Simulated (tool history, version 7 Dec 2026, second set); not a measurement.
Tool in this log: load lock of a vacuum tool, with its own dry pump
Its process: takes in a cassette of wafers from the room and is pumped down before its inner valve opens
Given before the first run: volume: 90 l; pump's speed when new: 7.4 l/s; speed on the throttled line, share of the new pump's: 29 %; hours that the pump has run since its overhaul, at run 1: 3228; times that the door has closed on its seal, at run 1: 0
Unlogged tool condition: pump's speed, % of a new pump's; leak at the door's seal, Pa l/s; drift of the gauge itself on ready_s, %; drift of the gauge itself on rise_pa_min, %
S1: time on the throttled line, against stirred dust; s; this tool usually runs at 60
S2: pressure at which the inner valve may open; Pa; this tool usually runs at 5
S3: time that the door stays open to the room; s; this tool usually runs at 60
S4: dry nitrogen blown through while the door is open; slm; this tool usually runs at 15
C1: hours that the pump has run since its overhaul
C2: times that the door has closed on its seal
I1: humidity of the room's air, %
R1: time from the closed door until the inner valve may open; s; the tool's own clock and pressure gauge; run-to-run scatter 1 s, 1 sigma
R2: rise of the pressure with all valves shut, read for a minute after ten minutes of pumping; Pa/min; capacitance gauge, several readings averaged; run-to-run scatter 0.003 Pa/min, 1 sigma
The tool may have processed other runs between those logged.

run 1 hour=0 | S1=60 S2=5 S3=60 S4=15 | C1=3228 C2=0 | I1=45.3 | R1=164.4 R2=0.034
run 2 hour=333.3 | S1=60 S2=5 S3=60 S4=15 | C1=3561 C2=1403 | I1=46.7 | R1=164.3 R2=0.035
run 3 hour=720.4 | S1=60 S2=5 S3=60 S4=15 | C1=3948 C2=3033 | I1=46.4 | R1=164.7 R2=0.029
run 4 hour=1115.3 | S1=60 S2=5 S3=60 S4=15 | C1=4343 C2=4695 | I1=45.5 | R1=165.1 R2=0.032
run 5 hour=1344.6 | S1=60 S2=5 S3=60 S4=15 | C1=4572 C2=5661 | I1=39.9 | R1=164.6 R2=0.026
run 6 hour=1779.5 | S1=60 S2=5 S3=60 S4=15 | C1=5007 C2=7492 | I1=48.6 | R1=163 R2=0.029
run 7 hour=2149.9 | S1=60 S2=5 S3=60 S4=15 | C1=5377 C2=9051 | I1=44.2 | R1=164.9 R2=0.036
run 8 hour=2526.1 | S1=60 S2=5 S3=60 S4=15 | C1=5754 C2=10635 | I1=50.2 | R1=165.2 R2=0.035
run 9 hour=2886.8 | S1=60 S2=5 S3=60 S4=15 | C1=6114 C2=12153 | I1=46.2 | R1=164.4 R2=0.033
run 10 hour=3334.7 | S1=92 S2=5 S3=60 S4=15 | C1=6562 C2=14039 | I1=47 | R1=189 R2=0.027
run 11 hour=3757.2 | S1=92 S2=5 S3=60 S4=15 | C1=6985 C2=15818 | I1=48.3 | R1=186.8 R2=0.03
run 12 hour=3963 | S1=92 S2=5 S3=60 S4=15 | C1=7191 C2=16685 | I1=43.5 | R1=189.4 R2=0.033
run 13 hour=4345.1 | S1=92 S2=5 S3=60 S4=15 | C1=7573 C2=18293 | I1=47.3 | R1=190.4 R2=0.03
run 14 hour=4639.6 | S1=31 S2=5 S3=60 S4=15 | C1=7867 C2=19533 | I1=44.5 | R1=144.2 R2=0.035
run 15 hour=5046.4 | S1=60 S2=5 S3=60 S4=15 | C1=8274 C2=21246 | I1=42 | R1=166.6 R2=0.033
run 16 hour=5375.6 | S1=60 S2=5 S3=60 S4=15 | C1=8603 C2=22631 | I1=41.4 | R1=164.9 R2=0.033
run 17 hour=5631.2 | S1=60 S2=5 S3=60 S4=15 | C1=8859 C2=23707 | I1=45.3 | R1=166.6 R2=0.027
run 18 hour=6108.5 | S1=60 S2=5 S3=60 S4=15 | C1=9336 C2=25717 | I1=46.3 | R1=164.9 R2=0.034
run 19 hour=6350.3 | S1=60 S2=5 S3=60 S4=15 | C1=9578 C2=26735 | I1=43.3 | R1=162.6 R2=0.034
run 20 hour=6556 | S1=86 S2=9 S3=56 S4=9 | C1=9784 C2=27601 | I1=47.9 | R1=177.1 R2=0.034
run 21 hour=6881.7 | S1=86 S2=9 S3=112 S4=4 | C1=10109 C2=28972 | I1=45.9 | R1=176 R2=0.057
run 22 hour=7328.4 | S1=60 S2=5 S3=157 S4=15 | C1=10556 C2=30853 | I1=43.1 | R1=166.5 R2=0.055
run 23 hour=7583 | S1=93 S2=4 S3=44 S4=15 | C1=10811 C2=31925 | I1=45.6 | R1=191 R2=0.026
run 24 hour=7917.9 | S1=93 S2=4 S3=29 S4=7 | C1=11146 C2=33335 | I1=44 | R1=190.2 R2=0.022
run 25 hour=8304.3 | S1=93 S2=4 S3=29 S4=7 | C1=11532 C2=34961 | I1=42.6 | R1=191.8 R2=0.025
run 26 hour=8631.4 | S1=93 S2=5 S3=46 S4=20 | C1=11859 C2=36338 | I1=44.2 | R1=189.9 R2=0.025
run 27 hour=9003.2 | S1=34 S2=5 S3=60 S4=15 | C1=12231 C2=37904 | I1=46 | R1=146.2 R2=0.037
run 28 hour=9288.4 | S1=60 S2=5 S3=132 S4=15 | C1=12516 C2=39104 | I1=44.4 | R1=166.2 R2=0.05
-- hour=9626 door's seal changed, seat wiped
run 29 hour=9643.6 | S1=42 S2=8 S3=48 S4=15 | C1=12870 C2=74 | I1=44.4 | R1=147.9 R2=0.028
run 30 hour=9929.1 | S1=66 S2=4 S3=112 S4=8 | C1=13155 C2=1276 | I1=44.5 | R1=172.7 R2=0.05

Forecast run 31:
run 31 hour=10221.7 | S1=88 S2=4 S3=87 S4=8 | C1=13448 C2=2508 | I1=45.1 | R1=? R2=?

Run 31 produced R1 188.3 s, R2 0.041 Pa/min.
The same run, on a tool lacking any hidden state, would have yielded R1 188.2 s, R2 0.041 Pa/min.
